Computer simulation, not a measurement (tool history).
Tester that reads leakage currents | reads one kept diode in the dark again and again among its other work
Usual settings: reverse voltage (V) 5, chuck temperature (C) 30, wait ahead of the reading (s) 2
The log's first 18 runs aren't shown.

run,hour,reverse voltage (V),chuck temperature (C),wait ahead of the reading (s),hours of work since the probe card was cleaned,hours of work since the tester was calibrated,hours of work since the chuck was calibrated,current that the tester gives (pA)
19,1429.9,5,30,1.03,50,1123,81,78.65
20,1528.8,5,30,1.03,110,1183,140,80.06
21,1596,5,30,2.06,150,1223,180,80.51
22,1673.7,5,22,0.66,197,1270,227,40.98
23,1751.5,17.09,31,4.26,244,1317,274,141.86
24,1834.6,5,23,2,294,1367,324,44.26
25,1892.4,5,23,2,328,1401,359,44.79
26,1968.8,5,23,2,374,1447,404,45.18
27,2073.9,1.83,39,3.91,437,1510,468,127.73
28,2126.7,1.83,39,3.91,469,1542,499,128.8
29,2191.3,1.83,39,3.91,508,1581,538,130.52
30,2244.7,5,40,0.47,540,1613,570,208.08
31,2332,1.77,33,2,592,1665,623,78.68
32,2391.3,1.39,23,2.59,628,1701,658,29.64
# hour 2403.3: chuck's temperature calibrated
33,2445.1,6.29,23,0.63,659,1732,25,48.48
34,2526.4,1.48,47,2,708,1781,74,209.61
35,2630.7,19.24,36,9.92,771,1844,137,224.32
36,2682.5,19.24,36,9.92,802,1875,168,225.15
37,2726.2,19.24,36,9.92,828,1901,194,227.06
38,2770.6,19.24,36,9.92,855,1928,221,229.81
39,2843.1,1.51,57,0.68,898,1971,264,482.18
40,2946,1.51,57,0.68,960,2033,326,486.7

Forecast each of these 4 alternatives for the next run:
A,3041.7,5,30,8.98,1017,2091,384,?
B,3041.7,1.51,41,0.68,1017,2091,384,?
C,3041.7,5,30,2.56,1017,2091,384,?
D,3041.7,1.34,30,2,1017,2091,384,?

run,current that the tester gives (pA)
A,84.86
B,138.45
C,85.34
D,51.61
Without the tool's hidden state the same runs would have given:
run,current that the tester gives (pA)
A,75.5
B,127.73
C,75.97
D,46.89
